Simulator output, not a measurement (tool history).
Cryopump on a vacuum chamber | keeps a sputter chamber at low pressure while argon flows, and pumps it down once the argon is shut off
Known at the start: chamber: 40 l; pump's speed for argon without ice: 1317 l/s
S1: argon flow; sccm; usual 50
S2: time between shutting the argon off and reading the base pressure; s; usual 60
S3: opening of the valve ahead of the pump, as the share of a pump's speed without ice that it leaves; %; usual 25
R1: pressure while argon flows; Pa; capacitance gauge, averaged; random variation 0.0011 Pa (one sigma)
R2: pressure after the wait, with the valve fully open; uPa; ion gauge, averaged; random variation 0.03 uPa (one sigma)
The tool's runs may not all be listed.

run    hour  S1   S2  S3      R1    R2
  1       0  50   60  25  0.2636  3.56
  2    42.3  50   60  25  0.2635  3.59
  3    79.3  50   60  25  0.2661  3.69
  4   131.1  50   60  25  0.2654  3.73
  5   178.2  48   60  25  0.2557  3.69
  6   231.1  50  150  25  0.2618  3.01
  7     256  50  267  25  0.2672  2.79
      270.5  -- leaking fittings of the chamber tightened, without venting
  8   285.8  50  267  25  0.2668  0.63
  9   313.6  50   60  25  0.2659  1.63
 10   345.3  50   60  32  0.2102  1.67
 11   374.6  50   60  32  0.2126  1.65
 12   412.1  50  122  25  0.2704  1.05
 13   438.4  50  269  25  0.2688  0.72
 14   489.5  50  269  25  0.2698  0.81
 15     535  57  269  25  0.3073  0.77
 16   561.5  57  269  25  0.3095  0.82
 17   588.8  50   60  54  0.1324  1.81
 18     615  32   22  23  0.1873  4.06
 19   640.3  82   87  21  0.5232  1.48
 20     672  41   60  17  0.3236  1.86
 21   722.1  86   36  52  0.2403  2.78
 22   745.8  45  139  22   0.278  1.24
 23   795.6  45  139  22  0.2787  1.25
 24   839.2  52  111  46  0.1641   1.5
 25   892.6  52  111  46  0.1648  1.49
 26   932.1  31   30  25  0.1704   3.4
        940  -- pump warmed up, emptied and cooled again
 27   988.1  25   62  27  0.1181  1.91
 28    1032  50   60  15  0.4324  2.01
 29    1076  50   60  15  0.4279  2.06
 30  1112.7  97   23  15  0.8379  4.16
 31  1157.2  61  101  25  0.3168  1.58
 32  1194.3  61   22  19  0.4161  4.25
 33  1220.7  88   22  46  0.2511  4.38

Some steps in R1 between neighbouring runs. How much of each would the tool show without its hidden state too (settings, what came in, random variation), and how much is left for the hidden state, with any gauge scatter that isn't in both results?
The hidden state here: pump's speed, % of a pump's without ice; cold plate's temperature, K; leak into the chamber, uPa l/s; drift of the gauge itself on working_pa, %; drift of the gauge itself on base_upa, %.
Run 18 -> 19: S1 32 -> 82, S2 22 -> 87, S3 23 -> 21. R1 +0.3359 Pa: hidden state +0.0151, all else +0.3208.
Run 20 -> 21: S1 41 -> 86, S2 60 -> 36, S3 17 -> 52. R1 -0.0833 Pa: hidden state +0.0153, all else -0.0986.
Run 21 -> 22: S1 86 -> 45, S2 36 -> 139, S3 52 -> 22. R1 +0.0377 Pa: hidden state -0.013, all else +0.0507.
Run 29 -> 30: S1 50 -> 97, S2 60 -> 23. R1 +0.41 Pa: hidden state +0.0034, all else +0.4066.
Run 30 -> 31: S1 97 -> 61, S2 23 -> 101, S3 15 -> 25. R1 -0.5211 Pa: hidden state -0.0017, all else -0.5194.

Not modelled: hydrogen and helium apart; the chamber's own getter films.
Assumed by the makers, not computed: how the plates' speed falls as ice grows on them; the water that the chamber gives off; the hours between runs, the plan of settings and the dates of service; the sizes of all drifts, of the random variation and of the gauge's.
